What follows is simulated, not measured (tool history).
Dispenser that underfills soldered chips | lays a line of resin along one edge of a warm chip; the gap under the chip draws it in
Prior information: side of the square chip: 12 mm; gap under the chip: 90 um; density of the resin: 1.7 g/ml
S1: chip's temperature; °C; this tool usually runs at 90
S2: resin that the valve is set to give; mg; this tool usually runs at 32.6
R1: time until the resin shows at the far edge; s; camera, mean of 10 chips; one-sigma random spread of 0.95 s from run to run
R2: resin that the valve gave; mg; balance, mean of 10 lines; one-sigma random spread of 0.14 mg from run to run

run   hour  S1    S2     R1     R2
  1    0.0  90  32.6   98.7  30.97
  2    5.6  84  32.6  150.7  30.93
  3   14.4  90  32.6   93.1  30.49
  4   21.9  90  32.6  126.7  30.88
  5   35.6  90  28.1  120.5  26.41
  6   41.3  90  32.6  148.6  30.28
  7   52.0  90  32.6  106.7  32.55
  8   59.4  87  32.6  164.3  32.35
  9   68.8  93  32.6  103.9  32.30
 10   80.4  93  32.6   81.4  32.34
 11   93.5  93  32.6  147.3  32.00
 12  107.0  93  32.6  129.7  31.86
 13  115.9  93  32.6   95.3  31.88
 14  128.0  93  32.0   83.4  30.99
 15  135.1  90  32.6  125.9  31.49
 16  146.7  97  28.6   86.2  27.42
 17  155.0  97  34.0  117.9  32.82
 18  161.3  97  34.0   76.0  32.29
 19  170.5  97  34.0  113.7  32.50
 20  183.4  97  34.0   97.0  32.32
 21  189.6  97  34.0  128.9  31.88
 22  199.3  90  33.4  125.4  31.54
 23  212.9  90  33.4  109.7  31.40
 24  221.6  90  33.4  156.1  33.56
 25  229.8  77  36.1  170.2  36.02
 26  240.5  94  34.5   78.1  34.36
 27  250.8  94  34.5  118.5  34.27
 28  264.6  82  38.5  156.9  37.82
 29  271.1  82  38.5  206.9  37.72
 30  276.9  82  38.5  139.3  37.38

Not shown: 19 entries that the log had between the listed runs. Between which runs, and how does the tool's hidden state differ before and after?
In the gap between runs 2 and 3: new syringe of resin (hour 14.0)
  resin's viscosity, % of fresh resin's: 138.4 -> 103.2; dose that the valve gives, % of what is set: 94.93 -> 94.58; true chip temperature over the reading, C: 0.5 -> 0.52
  what was measured, less what the result would be without the hidden state, R1: +41.0 -> +2.3 s; R2: -1.65 -> -1.75 mg
In the gap between runs 4 and 5: new syringe of resin (hour 30.3)
  resin's viscosity, % of fresh resin's: 142.5 -> 127; dose that the valve gives, % of what is set: 94.27 -> 93.74; true chip temperature over the reading, C: 0.54 -> 0.57
  what was measured, less what the result would be without the hidden state, R1: +37.4 -> +25.9 s; R2: -1.88 -> -1.76 mg
In the gap between runs 6 and 7: new syringe of resin (hour 46.7); dispensing valve cleaned and set on the balance (hour 48.9)
  resin's viscosity, % of fresh resin's: 162.9 -> 119.9; dose that the valve gives, % of what is set: 93.5 -> 99.85; true chip temperature over the reading, C: 0.58 -> 0.61
  what was measured, less what the result would be without the hidden state, R1: +56.9 -> +15.9 s; R2: -2.10 -> -0.05 mg
In the gap between runs 8 and 9: new syringe of resin (hour 63.5)
  resin's viscosity, % of fresh resin's: 165.7 -> 126.4; dose that the valve gives, % of what is set: 99.52 -> 99.18; true chip temperature over the reading, C: 0.62 -> 0.64
  what was measured, less what the result would be without the hidden state, R1: +63.1 -> +20.0 s; R2: -0.16 -> -0.27 mg
In the gap between runs 9 and 10: new syringe of resin (hour 79.8)
  resin's viscosity, % of fresh resin's: 126.4 -> 102.2; dose that the valve gives, % of what is set: 99.18 -> 98.76; true chip temperature over the reading, C: 0.64 -> 0.67
  what was measured, less what the result would be without the hidden state, R1: +20.0 -> +0.2 s; R2: -0.27 -> -0.40 mg
In the gap between runs 11 and 12: new syringe of resin (hour 95.9)
  resin's viscosity, % of fresh resin's: 180.1 -> 161.4; dose that the valve gives, % of what is set: 98.27 -> 97.73; true chip temperature over the reading, C: 0.7 -> 0.73
  what was measured, less what the result would be without the hidden state, R1: +63.8 -> +47.8 s; R2: -0.56 -> -0.74 mg
In the gap between runs 12 and 13: new syringe of resin (hour 111.6)
  resin's viscosity, % of fresh resin's: 161.4 -> 120.8; dose that the valve gives, % of what is set: 97.73 -> 97.41; true chip temperature over the reading, C: 0.73 -> 0.75
  what was measured, less what the result would be without the hidden state, R1: +47.8 -> +14.8 s; R2: -0.74 -> -0.84 mg
In the gap between runs 13 and 14: new syringe of resin (hour 127.2)
  resin's viscosity, % of fresh resin's: 120.8 -> 102.9; dose that the valve gives, % of what is set: 97.41 -> 96.96; true chip temperature over the reading, C: 0.75 -> 0.78
  what was measured, less what the result would be without the hidden state, R1: +14.8 -> +0.8 s; R2: -0.84 -> -0.97 mg
In the gap between runs 15 and 16: new syringe of resin (hour 143.3)
  resin's viscosity, % of fresh resin's: 140.1 -> 117.4; dose that the valve gives, % of what is set: 96.68 -> 96.27; true chip temperature over the reading, C: 0.79 -> 0.82
  what was measured, less what the result would be without the hidden state, R1: +34.2 -> +11.8 s; R2: -1.09 -> -1.06 mg
In the gap between runs 17 and 18: new syringe of resin (hour 159.5)
  resin's viscosity, % of fresh resin's: 168.7 -> 107.7; dose that the valve gives, % of what is set: 95.93 -> 95.68; true chip temperature over the reading, C: 0.83 -> 0.85
  what was measured, less what the result would be without the hidden state, R1: +46.8 -> +4.0 s; R2: -1.39 -> -1.46 mg
In the gap between runs 19 and 20: new syringe of resin (hour 175.5)
  resin's viscosity, % of fresh resin's: 161.1 -> 140.6; dose that the valve gives, % of what is set: 95.35 -> 94.84; true chip temperature over the reading, C: 0.87 -> 0.9
  what was measured, less what the result would be without the hidden state, R1: +41.8 -> +26.7 s; R2: -1.59 -> -1.75 mg
In the gap between runs 21 and 22: new syringe of resin (hour 191.4)
  resin's viscosity, % of fresh resin's: 184.1 -> 142.3; dose that the valve gives, % of what is set: 94.58 -> 94.24; true chip temperature over the reading, C: 0.91 -> 0.93
  what was measured, less what the result would be without the hidden state, R1: +57.4 -> +35.5 s; R2: -1.83 -> -1.93 mg
In the gap between runs 22 and 23: new syringe of resin (hour 207.4)
  resin's viscosity, % of fresh resin's: 142.3 -> 125.9; dose that the valve gives, % of what is set: 94.24 -> 93.73; true chip temperature over the reading, C: 0.93 -> 0.96
  what was measured, less what the result would be without the hidden state, R1: +35.5 -> +20.8 s; R2: -1.93 -> -2.10 mg
In the gap between runs 23 and 24: dispensing valve cleaned and set on the balance (hour 220.5)
  resin's viscosity, % of fresh resin's: 125.9 -> 175.8; dose that the valve gives, % of what is set: 93.73 -> 100.15; true chip temperature over the reading, C: 0.96 -> 0.98
  what was measured, less what the result would be without the hidden state, R1: +20.8 -> +64.1 s; R2: -2.10 -> +0.05 mg
In the gap between runs 24 and 25: new syringe of resin (hour 224.9)
  resin's viscosity, % of fresh resin's: 175.8 -> 125.2; dose that the valve gives, % of what is set: 100.15 -> 99.84; true chip temperature over the reading, C: 0.98 -> 1
  what was measured, less what the result would be without the hidden state, R1: +64.1 -> +29.3 s; R2: +0.05 -> -0.06 mg
In the gap between runs 25 and 26: new syringe of resin (hour 240.5)
  resin's viscosity, % of fresh resin's: 125.2 -> 100.6; dose that the valve gives, % of what is set: 99.84 -> 99.42; true chip temperature over the reading, C: 1 -> 1.02
  what was measured, less what the result would be without the hidden state, R1: +29.3 -> -2.1 s; R2: -0.06 -> -0.20 mg
In the gap between runs 27 and 28: new syringe of resin (hour 256.8)
  resin's viscosity, % of fresh resin's: 156.9 -> 138.3; dose that the valve gives, % of what is set: 99.04 -> 98.5; true chip temperature over the reading, C: 1.04 -> 1.08
  what was measured, less what the result would be without the hidden state, R1: +40.5 -> +39.3 s; R2: -0.33 -> -0.57 mg
In the gap between runs 29 and 30: new syringe of resin (hour 272.5)
  resin's viscosity, % of fresh resin's: 183.5 -> 120.7; dose that the valve gives, % of what is set: 98.19 -> 97.95; true chip temperature over the reading, C: 1.09 -> 1.1
  what was measured, less what the result would be without the hidden state, R1: +90.0 -> +19.6 s; R2: -0.69 -> -0.79 mg
